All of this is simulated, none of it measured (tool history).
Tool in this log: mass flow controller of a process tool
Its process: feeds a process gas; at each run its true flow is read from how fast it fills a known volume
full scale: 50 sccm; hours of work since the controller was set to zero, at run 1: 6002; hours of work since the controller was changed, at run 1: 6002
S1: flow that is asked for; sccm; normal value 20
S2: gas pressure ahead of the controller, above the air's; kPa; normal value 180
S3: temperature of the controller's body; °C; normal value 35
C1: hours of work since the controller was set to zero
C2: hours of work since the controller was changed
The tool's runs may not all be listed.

Run 1, day 0.000: usual settings; C1 6002; C2 6002. Result: true flow (%) 98.46.
Run 2, day 6.354: usual settings but S3 22 °C; C1 6112; C2 6112. Result: true flow (%) 98.41.
Run 3, day 12.908: usual settings but S3 23 °C; C1 6226; C2 6226. Result: true flow (%) 98.51.
Run 4, day 19.688: usual settings; C1 6343; C2 6343. Result: true flow (%) 98.80.
Run 5, day 27.683: usual settings; C1 6482; C2 6482. Result: true flow (%) 98.81.
Run 6, day 35.371: usual settings but S1 24 sccm; C1 6615; C2 6615. Result: true flow (%) 98.70.
Run 7, day 41.312: usual settings but S3 27 °C; C1 6718; C2 6718. Result: true flow (%) 98.51.
Run 8, day 50.167: usual settings but S2 223 kPa; C1 6871; C2 6871. Result: true flow (%) 98.56.
Run 9, day 58.608: usual settings but S2 223 kPa; C1 7017; C2 7017. Result: true flow (%) 98.46.
Run 10, day 67.300: usual settings but S2 223 kPa; C1 7167; C2 7167. Result: true flow (%) 98.49.
Run 11, day 75.296: usual settings but S2 223 kPa; C1 7306; C2 7306. Result: true flow (%) 98.68.
Run 12, day 79.017: usual settings but S1 13 sccm, S2 213 kPa, S3 36 °C; C1 7370; C2 7370. Result: true flow (%) 98.85.
Run 13, day 85.612: usual settings but S2 141 kPa, S3 29 °C; C1 7485; C2 7485. Result: true flow (%) 98.55.
Run 14, day 89.267: usual settings but S2 141 kPa, S3 29 °C; C1 7548; C2 7548. Result: true flow (%) 98.65.
Run 15, day 95.775: usual settings but S2 172 kPa, S3 31 °C; C1 7660; C2 7660. Result: true flow (%) 98.56.

Some steps in true flow (%), run to run, broken into two amounts with sign: the step expected even without the hidden condition (settings, incoming material, random variation), and the rest, left for the hidden condition together with whatever gauge scatter is not in both the measured and the hidden-condition-free result:
The hidden state here: flow at rest that the sensor doesn't see, % of full scale; true flow over the shown one, %; drift of the gauge itself on true_pct, %.
Run 11 -> 12: S1 20 -> 13, S2 223 -> 213, S3 35 -> 36. true flow (%) +0.17: hidden state +0.63, all else -0.46.
Run 12 -> 13: S1 13 -> 20, S2 213 -> 141, S3 36 -> 29. true flow (%) -0.30: hidden state -0.63, all else +0.33.
